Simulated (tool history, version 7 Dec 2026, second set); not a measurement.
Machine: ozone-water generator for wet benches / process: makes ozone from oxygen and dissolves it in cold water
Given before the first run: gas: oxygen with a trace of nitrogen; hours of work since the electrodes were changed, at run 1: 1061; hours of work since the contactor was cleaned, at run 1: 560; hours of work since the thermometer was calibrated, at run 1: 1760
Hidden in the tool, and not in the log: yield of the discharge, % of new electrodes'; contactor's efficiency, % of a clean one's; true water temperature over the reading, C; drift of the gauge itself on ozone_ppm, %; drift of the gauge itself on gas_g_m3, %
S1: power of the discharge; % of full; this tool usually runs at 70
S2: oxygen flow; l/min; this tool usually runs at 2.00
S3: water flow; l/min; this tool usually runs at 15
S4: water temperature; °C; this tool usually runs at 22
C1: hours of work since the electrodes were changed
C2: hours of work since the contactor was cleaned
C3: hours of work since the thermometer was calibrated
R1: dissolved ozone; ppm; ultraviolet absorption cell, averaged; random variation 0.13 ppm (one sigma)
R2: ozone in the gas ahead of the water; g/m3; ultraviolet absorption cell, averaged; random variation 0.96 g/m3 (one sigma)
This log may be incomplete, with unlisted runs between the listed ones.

| run | day | S1 | S2 | S3 | S4 | C1 | C2 | C3 | R1 | R2 |
|---|---|---|---|---|---|---|---|---|---|---|
| 1 | 0.000 | 70 | 2.00 | 15 | 22 | 1061 | 560 | 1760 | 13.1 | 164.3 |
| 2 | 0.921 | 46 | 2.00 | 15 | 22 | 1077 | 576 | 1776 | 8.7 | 112.4 |
| 3 | 1.675 | 46 | 2.00 | 15 | 22 | 1091 | 590 | 1790 | 8.6 | 111.8 |
| 4 | 2.938 | 70 | 2.00 | 15 | 22 | 1113 | 613 | 1812 | 12.8 | 165.8 |
| 5 | 4.783 | 64 | 2.00 | 15 | 22 | 1146 | 646 | 1845 | 11.6 | 151.0 |
| 6 | 5.533 | 64 | 2.00 | 15 | 23 | 1160 | 659 | 1859 | 11.8 | 151.4 |
| 7 | 6.925 | 64 | 2.00 | 15 | 23 | 1185 | 684 | 1884 | 11.6 | 152.8 |
| 8 | 7.821 | 64 | 2.00 | 15 | 23 | 1201 | 700 | 1900 | 11.8 | 152.3 |
| 9 | 8.721 | 70 | 2.00 | 15 | 22 | 1217 | 716 | 1916 | 12.7 | 165.8 |
| 10 | 10.450 | 70 | 2.00 | 15 | 22 | 1247 | 747 | 1947 | 12.8 | 164.3 |
| 11 | 11.925 | 70 | 2.00 | 15 | 22 | 1274 | 773 | 1973 | 13.0 | 165.4 |
| 12 | 13.729 | 70 | 2.00 | 15 | 22 | 1306 | 805 | 2005 | 12.9 | 165.1 |
| 13 | 15.529 | 70 | 2.00 | 15 | 22 | 1338 | 838 | 2037 | 12.8 | 165.4 |
| 14 | 16.308 | 70 | 2.00 | 15 | 22 | 1352 | 852 | 2051 | 12.8 | 164.7 |
| 15 | 17.133 | 70 | 2.42 | 15 | 22 | 1367 | 866 | 2066 | 13.3 | 152.0 |
| 16 | 18.400 | 70 | 2.00 | 15 | 22 | 1390 | 889 | 2089 | 12.7 | 164.6 |
| 17 | 19.700 | 70 | 1.14 | 17 | 22 | 1413 | 912 | 2112 | 9.7 | 212.8 |
| 18 | 20.525 | 55 | 2.58 | 12 | 15 | 1428 | 927 | 2127 | 14.2 | 116.8 |
| 19 | 22.000 | 55 | 2.58 | 12 | 15 | 1454 | 953 | 2153 | 14.1 | 116.8 |
| 20 | 23.212 | 70 | 3.39 | 15 | 22 | 1476 | 975 | 2175 | 14.0 | 128.4 |
| 21 | 24.854 | 70 | 3.39 | 15 | 22 | 1505 | 1004 | 2204 | 13.9 | 128.2 |
| 22 | 25.742 | 67 | 2.85 | 10 | 15 | 1521 | 1020 | 2220 | 19.5 | 135.6 |
| 23 | 27.575 | 67 | 2.85 | 10 | 15 | 1554 | 1053 | 2253 | 19.8 | 134.7 |

Run 24, settings as shown, results not yet in. Your forecast:
| 24 | 28.575 | 67 | 2.85 | 10 | 15 | 1572 | 1071 | 2271 | ? | ? |

{"run 24": {"R1": 19.6, "R2": 136.0}}
Minus the tool's unlogged condition, the same run would have read R1 19.6 ppm, R2 136.1 g/m3.
